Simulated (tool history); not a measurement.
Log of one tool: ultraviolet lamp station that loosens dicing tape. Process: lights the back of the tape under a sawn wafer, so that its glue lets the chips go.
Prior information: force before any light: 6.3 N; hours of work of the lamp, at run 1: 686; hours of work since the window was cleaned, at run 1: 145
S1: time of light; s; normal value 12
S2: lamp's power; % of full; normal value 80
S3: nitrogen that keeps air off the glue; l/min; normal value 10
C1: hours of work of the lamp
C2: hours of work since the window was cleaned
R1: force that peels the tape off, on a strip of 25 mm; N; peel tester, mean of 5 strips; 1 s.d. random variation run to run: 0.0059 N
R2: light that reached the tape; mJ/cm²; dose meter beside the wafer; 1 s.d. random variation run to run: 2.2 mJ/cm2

{"run": 1, "hour": 0.0, "S1": 12, "S2": 80, "S3": 10, "C1": 686, "C2": 145, "R1": 0.403, "R2": 136}
{"run": 2, "hour": 42.1, "S1": 12, "S2": 80, "S3": 10, "C1": 717, "C2": 177, "R1": 0.427, "R2": 132}
{"run": 3, "hour": 68.4, "S1": 12, "S2": 89, "S3": 10, "C1": 737, "C2": 197, "R1": 0.35, "R2": 148}
{"run": 4, "hour": 94.0, "S1": 12, "S2": 89, "S3": 10, "C1": 757, "C2": 216, "R1": 0.366, "R2": 146}
{"run": 5, "hour": 114.2, "S1": 12, "S2": 89, "S3": 10, "C1": 772, "C2": 232, "R1": 0.372, "R2": 138}
{"run": 6, "hour": 140.7, "S1": 12, "S2": 89, "S3": 10, "C1": 792, "C2": 252, "R1": 0.397, "R2": 141}
{"run": 7, "hour": 174.9, "S1": 12, "S2": 89, "S3": 10, "C1": 818, "C2": 278, "R1": 0.429, "R2": 134}
{"hour": 205.3, "done": "window cleaned of glue's vapour"}
{"run": 8, "hour": 217.4, "S1": 12, "S2": 89, "S3": 10, "C1": 850, "C2": 9, "R1": 0.465, "R2": 129}
{"run": 9, "hour": 247.7, "S1": 15, "S2": 89, "S3": 10, "C1": 872, "C2": 32, "R1": 0.291, "R2": 157}
{"run": 10, "hour": 284.2, "S1": 15, "S2": 89, "S3": 10, "C1": 900, "C2": 60, "R1": 0.305, "R2": 157}
{"run": 11, "hour": 316.8, "S1": 12, "S2": 80, "S3": 5, "C1": 925, "C2": 84, "R1": 0.945, "R2": 106}
{"hour": 324.8, "done": "window cleaned of glue's vapour, once more"}
{"run": 12, "hour": 344.3, "S1": 12, "S2": 80, "S3": 5, "C1": 945, "C2": 15, "R1": 0.78, "R2": 121}
{"hour": 368.0, "done": "lamp changed"}
{"run": 13, "hour": 368.0, "S1": 12, "S2": 80, "S3": 5, "C1": 0, "C2": 32, "R1": 0.248, "R2": 202}
{"run": 14, "hour": 386.8, "S1": 12, "S2": 89, "S3": 10, "C1": 14, "C2": 46, "R1": 0.131, "R2": 222}
{"run": 15, "hour": 428.7, "S1": 12, "S2": 80, "S3": 12, "C1": 46, "C2": 78, "R1": 0.168, "R2": 200}
{"run": 16, "hour": 455.8, "S1": 12, "S2": 72, "S3": 10, "C1": 66, "C2": 98, "R1": 0.235, "R2": 175}
{"run": 17, "hour": 497.9, "S1": 12, "S2": 84, "S3": 18, "C1": 98, "C2": 130, "R1": 0.136, "R2": 201}
{"run": 18, "hour": 533.8, "S1": 12, "S2": 79, "S3": 6, "C1": 125, "C2": 157, "R1": 0.273, "R2": 183}
{"run": 19, "hour": 572.5, "S1": 13, "S2": 73, "S3": 12, "C1": 155, "C2": 187, "R1": 0.197, "R2": 183}
{"run": 20, "hour": 606.8, "S1": 13, "S2": 73, "S3": 12, "C1": 180, "C2": 212, "R1": 0.202, "R2": 174}
{"run": 21, "hour": 648.5, "S1": 8, "S2": 74, "S3": 3, "C1": 212, "C2": 244, "R1": 1.227, "R2": 107}
{"run": 22, "hour": 669.6, "S1": 8, "S2": 71, "S3": 7, "C1": 228, "C2": 260, "R1": 0.914, "R2": 104}
{"run": 23, "hour": 691.1, "S1": 8, "S2": 71, "S3": 7, "C1": 244, "C2": 276, "R1": 0.901, "R2": 106}
{"run": 24, "hour": 713.5, "S1": 8, "S2": 71, "S3": 7, "C1": 261, "C2": 293, "R1": 0.954, "R2": 100}
{"hour": 724.0, "done": "window cleaned of glue's vapour"}
{"run": 25, "hour": 739.1, "S1": 8, "S2": 71, "S3": 7, "C1": 280, "C2": 11, "R1": 0.805, "R2": 108}
{"run": 26, "hour": 770.9, "S1": 13, "S2": 88, "S3": 4, "C1": 304, "C2": 35, "R1": 0.243, "R2": 212}
{"run": 27, "hour": 790.4, "S1": 18, "S2": 99, "S3": 6, "C1": 319, "C2": 50, "R1": 0.094, "R2": 325}
{"run": 28, "hour": 830.3, "S1": 18, "S2": 63, "S3": 6, "C1": 349, "C2": 80, "R1": 0.214, "R2": 200}
{"run": 29, "hour": 855.0, "S1": 18, "S2": 63, "S3": 6, "C1": 368, "C2": 99, "R1": 0.218, "R2": 198}
{"run": 30, "hour": 880.1, "S1": 18, "S2": 63, "S3": 6, "C1": 387, "C2": 118, "R1": 0.225, "R2": 200}

Alternative continuations, all from the tool just after run 30; predict every row:
{"run": "A", "hour": 915.5, "S1": 11, "S2": 80, "S3": 3, "C1": 413, "C2": 145, "R1": "?", "R2": "?"}
{"run": "B", "hour": 915.5, "S1": 9, "S2": 66, "S3": 15, "C1": 413, "C2": 145, "R1": "?", "R2": "?"}
{"run": "C", "hour": 915.5, "S1": 10, "S2": 62, "S3": 4, "C1": 413, "C2": 145, "R1": "?", "R2": "?"}
{"run": "D", "hour": 915.5, "S1": 19, "S2": 63, "S3": 10, "C1": 413, "C2": 145, "R1": "?", "R2": "?"}
{"run": "E", "hour": 915.5, "S1": 18, "S2": 98, "S3": 6, "C1": 413, "C2": 145, "R1": "?", "R2": "?"}

run=A R1=0.663 R2=152
run=B R1=0.674 R2=102
run=C R1=1.078 R2=107
run=D R1=0.153 R2=206
run=E R1=0.105 R2=299
What these runs would have given with no unlogged condition in the tool:
run=A R1=0.403 R2=189
run=B R1=0.410 R2=128
run=C R1=0.713 R2=133
run=D R1=0.103 R2=257
run=E R1=0.090 R2=375
